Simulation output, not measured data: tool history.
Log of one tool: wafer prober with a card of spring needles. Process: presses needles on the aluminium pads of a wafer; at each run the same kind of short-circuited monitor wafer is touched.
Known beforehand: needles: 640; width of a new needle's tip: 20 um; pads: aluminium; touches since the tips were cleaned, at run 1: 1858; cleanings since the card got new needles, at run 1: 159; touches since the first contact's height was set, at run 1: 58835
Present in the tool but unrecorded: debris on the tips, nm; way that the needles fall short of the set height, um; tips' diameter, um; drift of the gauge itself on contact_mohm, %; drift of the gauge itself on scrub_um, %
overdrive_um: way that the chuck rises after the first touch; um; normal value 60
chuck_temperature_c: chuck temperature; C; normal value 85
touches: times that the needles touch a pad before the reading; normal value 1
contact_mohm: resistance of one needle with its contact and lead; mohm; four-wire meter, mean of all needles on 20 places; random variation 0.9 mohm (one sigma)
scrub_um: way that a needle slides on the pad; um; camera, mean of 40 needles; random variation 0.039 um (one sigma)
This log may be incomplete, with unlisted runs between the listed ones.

run,day,overdrive_um,chuck_temperature_c,touches,touches since the tips were cleaned,cleanings since the card got new needles,touches since the first contact's height was set,contact_mohm,scrub_um
1,0.000,60,85,1,1858,159,58835,179.6,10.33
# day 0.112: tips cleaned on abrasive film
# day 0.550: tips cleaned on abrasive film
# day 1.096: tips cleaned on abrasive film
# day 1.533: tips cleaned on abrasive film
2,1.821,60,85,1,1471,163,68051,181.4,10.34
# day 2.042: tips cleaned on abrasive film
# day 2.583: tips cleaned on abrasive film
# day 3.129: tips cleaned on abrasive film
3,3.425,60,85,1,1505,166,76195,179.5,10.35
# day 3.646: tips cleaned on abrasive film
# day 4.083: tips cleaned on abrasive film
# day 4.629: tips cleaned on abrasive film
4,4.650,60,85,2,116,169,82396,173.6,10.24
# day 5.088: tips cleaned on abrasive film
# day 5.525: tips cleaned on abrasive film
# day 5.962: tips cleaned on abrasive film
# day 6.508: tips cleaned on abrasive film
5,6.933,60,85,2,2186,173,93990,178.5,10.25
# day 7.046: tips cleaned on abrasive film
# day 7.483: tips cleaned on abrasive film
# day 7.921: tips cleaned on abrasive film
# day 8.358: tips cleaned on abrasive film
# day 8.904: tips cleaned on abrasive film
# day 9.342: tips cleaned on abrasive film
6,9.750,60,85,1,2085,179,108245,182.1,10.12
# day 9.862: tips cleaned on abrasive film
# day 10.404: tips cleaned on abrasive film
# day 10.842: tips cleaned on abrasive film
7,11.154,60,85,1,1595,182,115372,179.7,10.15
# day 11.375: tips cleaned on abrasive film
# day 11.921: tips cleaned on abrasive film
# day 12.358: tips cleaned on abrasive film
# day 12.796: tips cleaned on abrasive film
8,12.892,60,85,1,487,186,124157,175.5,10.03
# day 13.325: tips cleaned on abrasive film
# day 13.762: tips cleaned on abrasive film
# day 14.308: tips cleaned on abrasive film
# day 14.800: tips cleaned on abrasive film
9,14.800,60,85,2,0,190,133847,173.5,10.04
# day 15.238: tips cleaned on abrasive film
# day 15.675: tips cleaned on abrasive film
# day 16.112: tips cleaned on abrasive film
# day 16.658: tips cleaned on abrasive film
# day 17.096: tips cleaned on abrasive film
# day 17.317: tips cleaned on abrasive film, once more
# day 17.754: tips cleaned on abrasive film
10,17.754,60,85,2,18,197,148801,175.4,10.04
# day 18.192: tips cleaned on abrasive film
# day 18.738: tips cleaned on abrasive film
# day 19.279: tips cleaned on abrasive film
# day 19.825: tips cleaned on abrasive film
11,20.246,60,85,2,2142,201,161440,181.0,9.94
# day 20.358: tips cleaned on abrasive film
# day 20.904: tips cleaned on abrasive film
# day 21.338: tips cleaned on abrasive film
# day 21.883: tips cleaned on abrasive film
12,21.900,60,85,1,88,205,169825,177.2,9.90
# day 22.238: height of the first contact set anew
# day 22.350: tips cleaned on abrasive film
# day 22.788: tips cleaned on abrasive film
13,23.179,60,85,1,2013,207,4779,179.7,10.62
# day 23.292: tips cleaned on abrasive film
# day 23.729: tips cleaned on abrasive film
# day 24.167: tips cleaned on abrasive film
# day 24.604: tips cleaned on abrasive film
14,24.750,60,85,1,742,211,12712,178.1,10.55
# day 25.079: tips cleaned on abrasive film
# day 25.625: tips cleaned on abrasive film
# day 26.058: tips cleaned on abrasive film
# day 26.496: tips cleaned on abrasive film
15,26.533,60,85,1,179,215,21741,175.2,10.53
# day 26.971: tips cleaned on abrasive film
# day 27.408: tips cleaned on abrasive film
# day 27.842: tips cleaned on abrasive film
# day 28.388: tips cleaned on abrasive film
# day 28.825: tips cleaned on abrasive film
16,28.900,60,85,1,383,220,33741,176.5,10.45
# day 29.338: tips cleaned on abrasive film
# day 29.883: tips cleaned on abrasive film
# day 30.429: tips cleaned on abrasive film
# day 30.971: tips cleaned on abrasive film
# day 31.517: tips cleaned on abrasive film
17,31.812,64,72,1,1510,225,48527,173.5,11.14
# day 32.033: tips cleaned on abrasive film
# day 32.471: tips cleaned on abrasive film
# day 33.017: tips cleaned on abrasive film
18,33.379,64,72,1,1849,228,56461,177.0,11.08
# day 33.492: tips cleaned on abrasive film
# day 34.033: tips cleaned on abrasive film
# day 34.471: tips cleaned on abrasive film
19,34.658,64,72,1,956,231,62948,172.7,10.98
# day 34.988: tips cleaned on abrasive film
# day 35.425: tips cleaned on abrasive film
# day 35.971: tips cleaned on abrasive film
# day 36.408: tips cleaned on abrasive film
# day 36.954: tips cleaned on abrasive film
20,37.242,64,104,1,1475,236,76039,181.4,10.98
# day 37.462: tips cleaned on abrasive film
# day 37.900: tips cleaned on abrasive film
# day 38.442: tips cleaned on abrasive film
21,38.683,64,104,1,1227,239,83351,180.5,10.93
# day 38.904: tips cleaned on abrasive film
# day 39.342: tips cleaned on abrasive film
# day 39.888: tips cleaned on abrasive film
# day 40.325: tips cleaned on abrasive film
# day 40.762: tips cleaned on abrasive film
22,40.796,64,104,2,189,244,94053,178.5,10.94
# day 41.233: tips cleaned on abrasive film
# day 41.671: tips cleaned on abrasive film
# day 42.108: tips cleaned on abrasive film
# day 42.654: tips cleaned on abrasive film
# day 43.200: tips cleaned on abrasive film
23,43.617,41,28,1,2146,249,108369,192.3,6.85
# day 43.729: tips cleaned on abrasive film
# day 44.275: tips cleaned on abrasive film
# day 44.712: tips cleaned on abrasive film
# day 45.258: tips cleaned on abrasive film
24,45.362,53,34,2,529,253,117196,170.0,8.92
# day 45.800: tips cleaned on abrasive film
# day 46.238: tips cleaned on abrasive film
# day 46.779: tips cleaned on abrasive film
# day 47.279: card fitted with new needles
# day 47.825: tips cleaned on abrasive film
# day 48.262: tips cleaned on abrasive film
25,48.542,53,34,2,1418,2,6396,166.6,9.37
# day 48.762: tips cleaned on abrasive film
# day 49.304: tips cleaned on abrasive film
# day 49.850: tips cleaned on abrasive film
26,50.242,53,34,2,1994,5,15028,167.6,9.25

Branching from run 26: 3 alternative next runs. What would each branch give?
# day 50.354: tips cleaned on abrasive film
# day 50.900: tips cleaned on abrasive film
# day 51.446: tips cleaned on abrasive film
# day 51.879: tips cleaned on abrasive film
A,52.088,46,67,2,1059,9,24384,?,?
# day 50.354: tips cleaned on abrasive film
# day 50.900: tips cleaned on abrasive film
# day 51.446: tips cleaned on abrasive film
# day 51.879: tips cleaned on abrasive film
B,52.088,43,34,2,1059,9,24384,?,?
# day 50.354: tips cleaned on abrasive film
# day 50.900: tips cleaned on abrasive film
# day 51.446: tips cleaned on abrasive film
# day 51.879: tips cleaned on abrasive film
C,52.088,74,29,1,1059,9,24384,?,?

run,contact_mohm,scrub_um
A,176.4,8.01
B,172.3,7.55
C,160.3,12.98
Without the tool's unlogged condition, the same runs would have read:
run,contact_mohm,scrub_um
A,172.6,8.10
B,167.9,7.63
C,157.6,13.06

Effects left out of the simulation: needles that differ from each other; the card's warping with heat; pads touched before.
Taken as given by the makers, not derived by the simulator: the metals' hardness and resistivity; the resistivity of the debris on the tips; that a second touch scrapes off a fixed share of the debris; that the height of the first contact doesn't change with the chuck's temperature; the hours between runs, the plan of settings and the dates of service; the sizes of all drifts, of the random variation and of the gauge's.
